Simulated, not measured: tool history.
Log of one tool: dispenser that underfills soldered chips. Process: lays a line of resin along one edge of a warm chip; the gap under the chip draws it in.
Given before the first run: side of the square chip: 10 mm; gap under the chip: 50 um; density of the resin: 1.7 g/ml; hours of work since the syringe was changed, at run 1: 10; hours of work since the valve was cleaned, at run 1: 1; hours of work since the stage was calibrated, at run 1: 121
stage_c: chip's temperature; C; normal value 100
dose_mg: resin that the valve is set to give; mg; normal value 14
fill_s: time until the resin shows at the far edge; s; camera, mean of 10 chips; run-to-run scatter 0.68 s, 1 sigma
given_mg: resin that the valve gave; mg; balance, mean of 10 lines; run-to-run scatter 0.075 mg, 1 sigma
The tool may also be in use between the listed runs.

run   hour  stage_c  dose_mg  hours of work since the syringe was changed  hours of work since the valve was cleaned  hours of work since the stage was calibrated  fill_s  given_mg
  1      0      100       14                                           10                                          1                                           121      93     13.95
       3.6  -- new syringe of resin
  2   14.8      100       18                                            7                                         11                                           130    80.3     17.85
      21.4  -- new syringe of resin
  3   25.8      100       18                                            3                                         17                                           137    68.7     17.69
  4     36      100       18                                            9                                         24                                           143    89.4     17.82
      39.5  -- new syringe of resin
  5   45.8      100       18                                            4                                         30                                           149    69.5     17.68
  6   55.4      100     12.7                                           10                                         36                                           156    94.8      12.5
      57.8  -- new syringe of resin
  7   61.8      100     12.7                                            3                                         40                                           160    68.8     12.45
  8   72.9      100     12.7                                           10                                         47                                           167    92.7      12.4
      76.3  -- new syringe of resin
  9   82.8      100     12.7                                            4                                         54                                           173    72.2     12.28
      94.1  -- new syringe of resin
 10   97.5      100     13.4                                            2                                         63                                           182      66     12.88
 11  104.4      100     13.4                                            7                                         67                                           187    78.3     12.86
 12  111.3      100       14                                           11                                         72                                           191    98.1     13.49
     112.6  -- new syringe of resin
 13  124.2      100       14                                            7                                         80                                           199    83.4     13.29
     130.7  -- new syringe of resin
 14  138.3      100       14                                            5                                         89                                           208    72.1     13.45
 15  147.5      100     16.2                                           11                                         95                                           214      94     15.43
     148.7  -- new syringe of resin
 16  159.1      100     12.1                                            7                                        102                                           221    83.1     11.46
     166.7  -- new syringe of resin
 17  171.3      100     12.1                                            3                                        110                                           229      69     11.35
 18    180      100     12.1                                            9                                        115                                           235    89.3     11.29
       185  -- new syringe of resin
 19  194.1      100     12.1                                            6                                        124                                           244    78.8     11.29
 20  200.8      113     13.5                                           10                                        128                                           248    54.8     12.52
     203.7  -- new syringe of resin
 21  212.9       99       18                                            6                                        136                                           255    78.6     16.67
     221.2  -- dispensing valve cleaned and set on the balance
     223.6  -- new syringe of resin
 22    228       92     12.9                                            3                                          4                                           264    92.5     12.93
 23  238.2       94       13                                            9                                         11                                           271     111     12.93
     241.7  -- new syringe of resin
 24  247.7      106     14.2                                            4                                         17                                           277    53.6      14.1
 25  256.2      106     14.2                                            9                                         22                                           282    67.9     14.16
     259.6  -- new syringe of resin
 26  270.1      113     13.1                                            7                                         31                                           291    46.6     12.93
 27  276.3       95     13.8                                           11                                         35                                           295   112.1     13.58
     277.5  -- new syringe of resin
 28  288.5       95       15                                            7                                         43                                           303    95.4     14.59
     290.8  -- stage's temperature calibrated
     296.3  -- new syringe of resin
 29  300.8      109       15                                            3                                         50                                             6    47.4     14.63
 30  312.6      109       15                                           11                                         57                                            14      67     14.67
     314.3  -- new syringe of resin
 31  326.5       87     15.1                                            8                                         66                                            23   151.8     14.59
     332.5  -- new syringe of resin
 32  340.3       87     15.1                                            5                                         75                                            31   135.3     14.44
 33  348.9       96     16.1                                           11                                         80                                            37   116.1     15.41
     350.5  -- new syringe of resin
 34  356.9       96     16.1                                            4                                         85                                            42    85.2     15.45

Below are 3 alternative next runs, each starting from the tool's condition after run 34. Predict each:
     368.7  -- new syringe of resin
  A  371.8      112       18                                            2                                         95                                            51       ?         ?
     368.7  -- new syringe of resin
  B  371.8       98       14                                            2                                         95                                            51       ?         ?
     368.7  -- new syringe of resin
  C  371.8       94     16.7                                            2                                         95                                            51       ?         ?

run  fill_s  given_mg
  A    41.2     17.22
  B    72.8     13.25
  C    84.9     15.92
With no hidden state in the tool, these same runs would have given:
run  fill_s  given_mg
  A    38.1     18.09
  B    66.9     13.92
  C    78.4     16.72
